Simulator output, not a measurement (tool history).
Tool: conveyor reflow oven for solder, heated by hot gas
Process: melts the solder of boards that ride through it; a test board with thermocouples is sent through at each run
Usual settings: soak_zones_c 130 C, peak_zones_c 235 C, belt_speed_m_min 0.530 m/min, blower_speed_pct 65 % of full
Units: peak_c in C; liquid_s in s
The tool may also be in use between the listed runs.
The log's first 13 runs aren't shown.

{"run": 14, "hour": 112.1, "soak_zones_c": 139, "peak_zones_c": 240, "belt_speed_m_min": 0.53, "blower_speed_pct": 65, "peak_c": 218.8, "liquid_s": 51.3}
{"run": 15, "hour": 118.0, "soak_zones_c": 130, "peak_zones_c": 235, "belt_speed_m_min": 0.427, "blower_speed_pct": 65, "peak_c": 219.7, "liquid_s": 62.8}
{"run": 16, "hour": 124.2, "soak_zones_c": 143, "peak_zones_c": 235, "belt_speed_m_min": 0.53, "blower_speed_pct": 53, "peak_c": 210.9, "liquid_s": 46.6}
{"run": 17, "hour": 133.9, "soak_zones_c": 143, "peak_zones_c": 235, "belt_speed_m_min": 0.53, "blower_speed_pct": 53, "peak_c": 211.1, "liquid_s": 47.1}
{"hour": 144.3, "done": "flux residue cleaned out of gas plates and filters, once more"}
{"run": 18, "hour": 151.1, "soak_zones_c": 145, "peak_zones_c": 235, "belt_speed_m_min": 0.53, "blower_speed_pct": 53, "peak_c": 213.2, "liquid_s": 50.0}
{"run": 19, "hour": 160.8, "soak_zones_c": 145, "peak_zones_c": 235, "belt_speed_m_min": 0.53, "blower_speed_pct": 53, "peak_c": 213.9, "liquid_s": 50.4}
{"run": 20, "hour": 169.5, "soak_zones_c": 118, "peak_zones_c": 235, "belt_speed_m_min": 0.639, "blower_speed_pct": 53, "peak_c": 198.6, "liquid_s": 20.8}
{"run": 21, "hour": 175.8, "soak_zones_c": 118, "peak_zones_c": 244, "belt_speed_m_min": 0.639, "blower_speed_pct": 79, "peak_c": 216.6, "liquid_s": 36.6}
{"run": 22, "hour": 186.0, "soak_zones_c": 130, "peak_zones_c": 224, "belt_speed_m_min": 0.583, "blower_speed_pct": 65, "peak_c": 202.5, "liquid_s": 30.8}
{"run": 23, "hour": 197.2, "soak_zones_c": 130, "peak_zones_c": 224, "belt_speed_m_min": 0.583, "blower_speed_pct": 65, "peak_c": 202.3, "liquid_s": 30.8}
{"run": 24, "hour": 209.2, "soak_zones_c": 130, "peak_zones_c": 224, "belt_speed_m_min": 0.583, "blower_speed_pct": 65, "peak_c": 202.2, "liquid_s": 30.9}
{"run": 25, "hour": 217.8, "soak_zones_c": 133, "peak_zones_c": 247, "belt_speed_m_min": 0.441, "blower_speed_pct": 59, "peak_c": 230.3, "liquid_s": 68.3}
{"run": 26, "hour": 230.0, "soak_zones_c": 130, "peak_zones_c": 246, "belt_speed_m_min": 0.53, "blower_speed_pct": 75, "peak_c": 227.4, "liquid_s": 54.7}
{"run": 27, "hour": 236.2, "soak_zones_c": 130, "peak_zones_c": 246, "belt_speed_m_min": 0.53, "blower_speed_pct": 75, "peak_c": 227.5, "liquid_s": 54.5}
{"run": 28, "hour": 244.8, "soak_zones_c": 130, "peak_zones_c": 246, "belt_speed_m_min": 0.5, "blower_speed_pct": 68, "peak_c": 227.4, "liquid_s": 58.1}
{"run": 29, "hour": 253.9, "soak_zones_c": 136, "peak_zones_c": 244, "belt_speed_m_min": 0.5, "blower_speed_pct": 68, "peak_c": 226.8, "liquid_s": 59.3}
{"run": 30, "hour": 266.5, "soak_zones_c": 136, "peak_zones_c": 243, "belt_speed_m_min": 0.452, "blower_speed_pct": 65, "peak_c": 227.9, "liquid_s": 66.8}

Forecast each of these 3 alternatives for the next run:
{"run": "A", "hour": 277.0, "soak_zones_c": 130, "peak_zones_c": 235, "belt_speed_m_min": 0.471, "blower_speed_pct": 65, "peak_c": "?", "liquid_s": "?"}
{"run": "B", "hour": 277.0, "soak_zones_c": 134, "peak_zones_c": 243, "belt_speed_m_min": 0.452, "blower_speed_pct": 65, "peak_c": "?", "liquid_s": "?"}
{"run": "C", "hour": 277.0, "soak_zones_c": 117, "peak_zones_c": 235, "belt_speed_m_min": 0.625, "blower_speed_pct": 51, "peak_c": "?", "liquid_s": "?"}

run=A peak_c=219.1 liquid_s=55.9
run=B peak_c=228.3 liquid_s=66.4
run=C peak_c=198.1 liquid_s=19.8
Without the tool's hidden state the same runs would have given:
run=A peak_c=218.7 liquid_s=55.4
run=B peak_c=227.9 liquid_s=65.7
run=C peak_c=197.8 liquid_s=19.5

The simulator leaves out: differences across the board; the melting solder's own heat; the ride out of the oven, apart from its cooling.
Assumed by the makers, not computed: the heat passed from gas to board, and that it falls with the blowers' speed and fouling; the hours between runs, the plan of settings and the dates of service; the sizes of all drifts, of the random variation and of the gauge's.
